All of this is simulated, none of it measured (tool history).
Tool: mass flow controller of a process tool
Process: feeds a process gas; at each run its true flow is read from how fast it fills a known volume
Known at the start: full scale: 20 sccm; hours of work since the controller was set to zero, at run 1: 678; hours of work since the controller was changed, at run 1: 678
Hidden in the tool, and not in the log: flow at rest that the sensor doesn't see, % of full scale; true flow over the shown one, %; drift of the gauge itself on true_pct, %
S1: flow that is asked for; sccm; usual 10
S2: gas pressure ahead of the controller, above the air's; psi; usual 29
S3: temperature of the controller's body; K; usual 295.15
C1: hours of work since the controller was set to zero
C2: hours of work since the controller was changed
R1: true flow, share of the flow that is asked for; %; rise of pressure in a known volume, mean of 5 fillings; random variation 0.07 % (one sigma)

run	day	S1	S2	S3	C1	C2	R1
1	0	10	29	295.15	678	678	98.47
2	5.021	10	29	295.15	768	768	98.6
3	9.308	10	23.6	295.15	845	845	98.76
4	12.975	10	29	295.15	911	911	98.65
5	15.804	6	29	295.15	962	962	98.02
6	19.646	10	29	296.15	1031	1031	98.65
7	24.433	10	29	295.15	1117	1117	98.59
8	28.008	10	29	295.15	1181	1181	98.5
9	32.354	10	29	295.15	1259	1259	98.68
10	37.646	10	29	295.15	1354	1354	98.64
11	41.125	10	29	295.15	1416	1416	98.71
12	44.679	10	29	295.15	1480	1480	98.5
13	48.004	10	29	295.15	1540	1540	98.68
14	50.238	17	29	293.15	1580	1580	99.27
15	53.562	15	29	297.15	1639	1639	99.46
# day 53.938: controller's zero set anew
16	56.204	5	24.4	295.15	41	1686	97.45
17	59.75	5	24.4	295.15	104	1750	97.41
18	62.342	5	37	295.15	151	1796	97.03
19	66.967	10	27.7	311.15	234	1880	100.22
20	72.292	10	25.2	304.15	329	1975	99.48
21	74.533	12	40	298.15	370	2015	98.86
22	76.733	12	40	298.15	409	2055	98.89
# day 80.346: controller's zero set anew, once more
23	80.875	12	22	297.15	9	2129	99.81
24	83.012	3	27	311.15	48	2167	100.14
25	88.017	3	27	311.15	138	2257	100.13
26	91.571	3	27	311.15	201	2321	100.1

3 ways to go on from here, each from the tool as it stands after run 26. What would each give?
A	95.708	3	29	295.15	276	2395	?
B	95.708	16	35.7	296.15	276	2395	?
C	95.708	14	27	295.15	276	2395	?

run	R1
A	98.2
B	99.78
C	99.86
Without the tool's hidden state the same runs would have given:
run	R1
A	97.85
B	99.23
C	99.31

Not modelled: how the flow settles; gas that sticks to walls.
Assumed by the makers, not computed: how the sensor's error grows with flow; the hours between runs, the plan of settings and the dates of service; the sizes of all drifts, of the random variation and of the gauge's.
